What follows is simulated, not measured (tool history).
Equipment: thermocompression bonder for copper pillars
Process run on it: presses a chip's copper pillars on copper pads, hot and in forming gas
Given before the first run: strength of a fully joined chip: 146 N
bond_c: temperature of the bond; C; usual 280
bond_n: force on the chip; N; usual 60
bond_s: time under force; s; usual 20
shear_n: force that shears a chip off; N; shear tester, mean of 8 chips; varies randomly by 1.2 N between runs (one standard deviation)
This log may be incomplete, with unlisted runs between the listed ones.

run   hour  bond_c  bond_n  bond_s  shear_n
  1    0.0     280      60      20    101.8
  2    9.8     280      60      20    106.3
  3   14.7     280      60      17     99.8
  4   19.2     280      60      17     98.2
  5   25.1     280      60      20    102.9
  6   33.7     280      38      20     86.6
  7   39.2     295      60      20    115.7
  8   45.4     295      60      20    116.2
  9   50.8     281      60      20    104.7
 10   56.0     280      60      20    102.2
 11   63.3     280      60      20    104.4
 12   72.1     280      60      20    105.7
 13   82.1     280      60      20    102.7
 14   90.2     280      60      20    102.5
 15   97.6     280      60      20    102.5
 16  103.2     294      60      20    115.6
 17  107.2     280      60      20    103.4
 18  114.9     280      60      20    102.4
 19  120.3     280      38      20     84.9
 20  125.6     280      60      20    102.5

The next listed run, before its measurement:
 21  129.8     280      60      20        ?

{"run 21": {"shear_n": 104.1}}
With the hidden condition absent and the run-to-run variation left alone, this run would have shown shear_n 111.0 N.

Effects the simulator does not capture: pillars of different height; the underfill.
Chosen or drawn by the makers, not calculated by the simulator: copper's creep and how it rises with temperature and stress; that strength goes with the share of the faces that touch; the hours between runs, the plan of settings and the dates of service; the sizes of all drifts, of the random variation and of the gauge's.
